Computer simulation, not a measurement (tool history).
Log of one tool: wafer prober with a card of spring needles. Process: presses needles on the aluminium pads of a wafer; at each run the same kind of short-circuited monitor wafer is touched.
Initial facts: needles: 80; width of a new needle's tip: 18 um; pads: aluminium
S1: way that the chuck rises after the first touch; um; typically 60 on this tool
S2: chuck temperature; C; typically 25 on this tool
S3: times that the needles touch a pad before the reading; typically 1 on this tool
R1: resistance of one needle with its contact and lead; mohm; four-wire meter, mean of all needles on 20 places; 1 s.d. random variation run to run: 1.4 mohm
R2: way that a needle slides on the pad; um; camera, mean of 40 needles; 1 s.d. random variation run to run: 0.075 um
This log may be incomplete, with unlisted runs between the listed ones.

{"run": 1, "hour": 0.0, "S1": 60, "S2": 25, "S3": 1, "R1": 138, "R2": 8.82}
{"run": 2, "hour": 4.3, "S1": 62, "S2": 25, "S3": 1, "R1": 158, "R2": 9.13}
{"hour": 7.7, "done": "tips cleaned on abrasive film"}
{"run": 3, "hour": 13.1, "S1": 60, "S2": 25, "S3": 2, "R1": 184, "R2": 8.69}
{"hour": 16.2, "done": "tips cleaned on abrasive film"}
{"run": 4, "hour": 17.5, "S1": 60, "S2": 25, "S3": 2, "R1": 131, "R2": 8.57}
{"run": 5, "hour": 24.6, "S1": 60, "S2": 25, "S3": 2, "R1": 158, "R2": 8.68}
{"hour": 25.5, "done": "tips cleaned on abrasive film"}
{"run": 6, "hour": 33.4, "S1": 60, "S2": 44, "S3": 1, "R1": 177, "R2": 8.7}
{"hour": 34.7, "done": "tips cleaned on abrasive film"}
{"hour": 36.7, "done": "tips cleaned on abrasive film, once more"}
{"run": 7, "hour": 40.5, "S1": 60, "S2": 51, "S3": 1, "R1": 153, "R2": 8.5}
{"hour": 45.9, "done": "tips cleaned on abrasive film"}
{"run": 8, "hour": 50.2, "S1": 60, "S2": 25, "S3": 3, "R1": 136, "R2": 8.51}
{"hour": 54.6, "done": "tips cleaned on abrasive film"}
{"run": 9, "hour": 56.2, "S1": 60, "S2": 25, "S3": 3, "R1": 126, "R2": 8.55}
{"run": 10, "hour": 60.3, "S1": 60, "S2": 25, "S3": 1, "R1": 168, "R2": 8.52}
{"hour": 63.8, "done": "tips cleaned on abrasive film"}
{"run": 11, "hour": 66.3, "S1": 60, "S2": 26, "S3": 1, "R1": 144, "R2": 8.46}
{"hour": 72.7, "done": "tips cleaned on abrasive film"}
{"run": 12, "hour": 73.7, "S1": 44, "S2": 25, "S3": 1, "R1": 156, "R2": 5.98}
{"run": 13, "hour": 77.9, "S1": 60, "S2": 25, "S3": 1, "R1": 167, "R2": 8.41}
{"hour": 81.7, "done": "tips cleaned on abrasive film"}
{"run": 14, "hour": 86.7, "S1": 60, "S2": 32, "S3": 1, "R1": 165, "R2": 8.48}
{"hour": 91.1, "done": "tips cleaned on abrasive film"}
{"run": 15, "hour": 95.4, "S1": 52, "S2": 44, "S3": 2, "R1": 156, "R2": 7.33}
{"hour": 100.2, "done": "tips cleaned on abrasive film"}
{"run": 16, "hour": 104.9, "S1": 61, "S2": 44, "S3": 2, "R1": 148, "R2": 8.66}
{"hour": 109.2, "done": "tips cleaned on abrasive film"}
{"run": 17, "hour": 109.6, "S1": 61, "S2": 44, "S3": 2, "R1": 130, "R2": 8.61}
{"hour": 117.8, "done": "tips cleaned on abrasive film"}
{"run": 18, "hour": 119.0, "S1": 59, "S2": 97, "S3": 2, "R1": 142, "R2": 8.31}
{"hour": 126.8, "done": "tips cleaned on abrasive film"}
{"run": 19, "hour": 128.7, "S1": 59, "S2": 97, "S3": 2, "R1": 145, "R2": 8.41}

For run 20, what comes out?
{"run": 20, "hour": 134.3, "S1": 71, "S2": 51, "S3": 1, "R1": "?", "R2": "?"}

R1: 161 mohm
R2: 10.16 um
On a tool with no hidden condition, and with the same random variation, this run would have come out at R1 120 mohm, R2 10.89 um.
